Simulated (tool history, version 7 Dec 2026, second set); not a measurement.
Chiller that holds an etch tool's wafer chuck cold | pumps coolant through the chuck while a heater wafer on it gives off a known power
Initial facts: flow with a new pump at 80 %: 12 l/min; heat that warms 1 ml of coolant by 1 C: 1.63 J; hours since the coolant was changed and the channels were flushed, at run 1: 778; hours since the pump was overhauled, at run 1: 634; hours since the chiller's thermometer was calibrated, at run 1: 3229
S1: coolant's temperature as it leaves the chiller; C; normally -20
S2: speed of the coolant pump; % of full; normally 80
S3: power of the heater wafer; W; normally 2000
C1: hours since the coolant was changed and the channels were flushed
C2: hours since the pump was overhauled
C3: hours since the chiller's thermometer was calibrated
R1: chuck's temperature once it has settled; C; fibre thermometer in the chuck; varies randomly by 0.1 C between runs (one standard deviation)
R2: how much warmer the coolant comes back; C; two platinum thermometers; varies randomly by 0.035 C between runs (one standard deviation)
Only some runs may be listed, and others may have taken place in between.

Run 1, day 0.000: usual settings; C1 778; C2 634; C3 3229. Result: R1 -1.1 C, R2 6.16 C.
Run 2, day 1.454: usual settings but S1 -11 C; C1 813; C2 669; C3 3264. Result: R1 7.9 C, R2 6.21 C.
Run 3, day 2.546: usual settings but S1 -11 C; C1 839; C2 696; C3 3290. Result: R1 7.9 C, R2 6.19 C.
Run 4, day 3.558: usual settings but S1 -13 C; C1 864; C2 720; C3 3314. Result: R1 5.9 C, R2 6.16 C.
Run 5, day 4.979: usual settings but S2 63 % of full; C1 898; C2 754; C3 3348. Result: R1 2.4 C, R2 7.90 C.
Run 6, day 6.117: usual settings but S1 -26 C; C1 925; C2 781; C3 3376. Result: R1 -7.0 C, R2 6.20 C.
Run 7, day 7.054: usual settings but S1 -26 C; C1 948; C2 804; C3 3398. Result: R1 -7.0 C, R2 6.21 C.
Run 8, day 7.904: usual settings but S2 83 % of full; C1 968; C2 824; C3 3419. Result: R1 -1.4 C, R2 5.88 C.
Run 9, day 9.083: usual settings but S1 -24 C, S2 92 % of full; C1 996; C2 853; C3 3447. Result: R1 -6.6 C, R2 5.33 C.
Run 10, day 10.171: usual settings but S1 -19 C, S2 66 % of full, S3 2652 W; C1 1022; C2 879; C3 3473. Result: R1 9.6 C, R2 10.01 C.
Run 11, day 11.554: usual settings but S1 -28 C, S2 63 % of full, S3 1729 W; C1 1056; C2 912; C3 3506. Result: R1 -8.5 C, R2 6.83 C.
Run 12, day 13.000: usual settings but S1 -29 C, S2 82 % of full, S3 1729 W; C1 1090; C2 946; C3 3541. Result: R1 -12.6 C, R2 5.22 C.
Run 13, day 14.100: usual settings but S1 -28 C, S2 73 % of full, S3 1039 W; C1 1117; C2 973; C3 3567. Result: R1 -17.3 C, R2 3.53 C.
Run 14, day 15.325: usual settings but S1 -28 C, S2 73 % of full, S3 1039 W; C1 1146; C2 1002; C3 3597. Result: R1 -17.1 C, R2 3.55 C.
Run 15, day 16.683: usual settings but S2 82 % of full, S3 2742 W; C1 1179; C2 1035; C3 3629. Result: R1 5.5 C, R2 8.32 C.

Here are 3 independent what-if runs from the current tool condition. What would each one return?
Run A, day 17.321: usual settings but S3 1369 W; C1 1194; C2 1050; C3 3644. Result: R1 ?, R2 ?.
Run B, day 17.321: usual settings but S1 -26 C; C1 1194; C2 1050; C3 3644. Result: R1 ?, R2 ?.
Run C, day 17.321: usual settings but S3 1137 W; C1 1194; C2 1050; C3 3644. Result: R1 ?, R2 ?.

run    R1    R2
  A  -6.7  4.25
  B  -6.8  6.20
  C  -8.8  3.50
Take away the tool's hidden state, keep each run's random variation, and the runs would have read:
run    R1    R2
  A  -7.5  4.22
  B  -7.8  6.15
  C  -9.6  3.47
